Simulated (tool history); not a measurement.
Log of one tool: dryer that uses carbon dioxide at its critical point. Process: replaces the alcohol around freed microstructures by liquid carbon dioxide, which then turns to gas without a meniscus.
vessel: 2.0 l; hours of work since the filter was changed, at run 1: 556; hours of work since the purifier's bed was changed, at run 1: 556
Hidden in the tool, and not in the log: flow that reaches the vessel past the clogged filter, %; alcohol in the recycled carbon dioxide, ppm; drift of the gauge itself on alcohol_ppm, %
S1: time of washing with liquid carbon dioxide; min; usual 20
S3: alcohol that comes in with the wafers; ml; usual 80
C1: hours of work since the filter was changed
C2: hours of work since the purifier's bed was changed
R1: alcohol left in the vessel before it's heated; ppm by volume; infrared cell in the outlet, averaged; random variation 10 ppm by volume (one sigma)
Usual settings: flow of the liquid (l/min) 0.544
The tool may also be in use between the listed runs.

{"run": 1, "hour": 0.0, "S1": 20, "flow of the liquid (l/min)": 0.544, "S3": 80, "C1": 556, "C2": 556, "R1": 1072}
{"run": 2, "hour": 16.2, "S1": 20, "flow of the liquid (l/min)": 0.544, "S3": 80, "C1": 565, "C2": 565, "R1": 1095}
{"run": 3, "hour": 39.7, "S1": 20, "flow of the liquid (l/min)": 0.544, "S3": 80, "C1": 580, "C2": 580, "R1": 1164}
{"hour": 46.3, "done": "inlet filter changed"}
{"run": 4, "hour": 60.4, "S1": 20, "flow of the liquid (l/min)": 0.4, "S3": 80, "C1": 9, "C2": 592, "R1": 1838}
{"run": 5, "hour": 77.7, "S1": 20, "flow of the liquid (l/min)": 0.4, "S3": 80, "C1": 19, "C2": 602, "R1": 1826}
{"run": 6, "hour": 97.4, "S1": 20, "flow of the liquid (l/min)": 0.4, "S3": 80, "C1": 31, "C2": 614, "R1": 1835}
{"run": 7, "hour": 122.2, "S1": 20, "flow of the liquid (l/min)": 0.544, "S3": 33, "C1": 46, "C2": 630, "R1": 301}
{"run": 8, "hour": 141.6, "S1": 20, "flow of the liquid (l/min)": 0.544, "S3": 33, "C1": 58, "C2": 641, "R1": 315}
{"run": 9, "hour": 156.1, "S1": 14, "flow of the liquid (l/min)": 0.516, "S3": 98, "C1": 67, "C2": 650, "R1": 3060}
{"run": 10, "hour": 170.4, "S1": 14, "flow of the liquid (l/min)": 0.516, "S3": 98, "C1": 76, "C2": 659, "R1": 3258}
{"run": 11, "hour": 186.4, "S1": 16, "flow of the liquid (l/min)": 0.544, "S3": 80, "C1": 86, "C2": 669, "R1": 1495}
{"run": 12, "hour": 211.1, "S1": 16, "flow of the liquid (l/min)": 0.544, "S3": 80, "C1": 101, "C2": 684, "R1": 1532}

3 ways to go on from here, each from the tool as it stands after run 12. What would each give?
{"run": "A", "hour": 224.6, "S1": 13, "flow of the liquid (l/min)": 0.544, "S3": 39, "C1": 109, "C2": 692, "R1": "?"}
{"run": "B", "hour": 224.6, "S1": 20, "flow of the liquid (l/min)": 0.544, "S3": 32, "C1": 109, "C2": 692, "R1": "?"}
{"run": "C", "hour": 224.6, "S1": 13, "flow of the liquid (l/min)": 0.817, "S3": 111, "C1": 109, "C2": 692, "R1": "?"}

run=A R1=1397
run=B R1=313
run=C R1=1091
Without the tool's hidden state the same runs would have given:
run=A R1=1252
run=B R1=236
run=C R1=935
